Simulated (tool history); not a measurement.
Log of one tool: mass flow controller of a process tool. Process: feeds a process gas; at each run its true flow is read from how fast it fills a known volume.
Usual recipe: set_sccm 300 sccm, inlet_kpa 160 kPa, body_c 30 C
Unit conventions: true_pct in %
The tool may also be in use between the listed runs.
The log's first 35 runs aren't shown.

run	hour	set_sccm	inlet_kpa	body_c	hours of work since the controller was set to zero	hours of work since the controller was changed	true_pct
36	2499.3	889	160	30	3710	3710	100.29
37	2577.6	300	161	30	3761	3761	99.74
38	2658.9	985	235	30	3814	3814	100.54
39	2725.1	357	255	36	3858	3858	100.55
40	2790.7	357	255	36	3900	3900	100.49
41	2841.9	357	255	36	3934	3934	100.55
42	2931.5	357	255	36	3992	3992	100.53
43	2985.3	230	258	26	4027	4027	99.44
44	3037.2	300	160	29	4061	4061	99.67
45	3130	300	160	29	4122	4122	99.6
46	3221.4	887	158	24	4182	4182	99.72
47	3279.4	300	160	26	4219	4219	99.36
48	3317.3	300	160	26	4244	4244	99.32

3 options for the next run, each taken on its own from the tool as it stands now. Forecast them:
A	3406.6	300	160	23	4303	4303	?
B	3406.6	309	175	24	4303	4303	?
C	3406.6	738	160	32	4303	4303	?

run	true_pct
A	99.05
B	99.11
C	100.38
With no hidden state in the tool, these same runs would have given:
run	true_pct
A	99.04
B	99.1
C	100.36

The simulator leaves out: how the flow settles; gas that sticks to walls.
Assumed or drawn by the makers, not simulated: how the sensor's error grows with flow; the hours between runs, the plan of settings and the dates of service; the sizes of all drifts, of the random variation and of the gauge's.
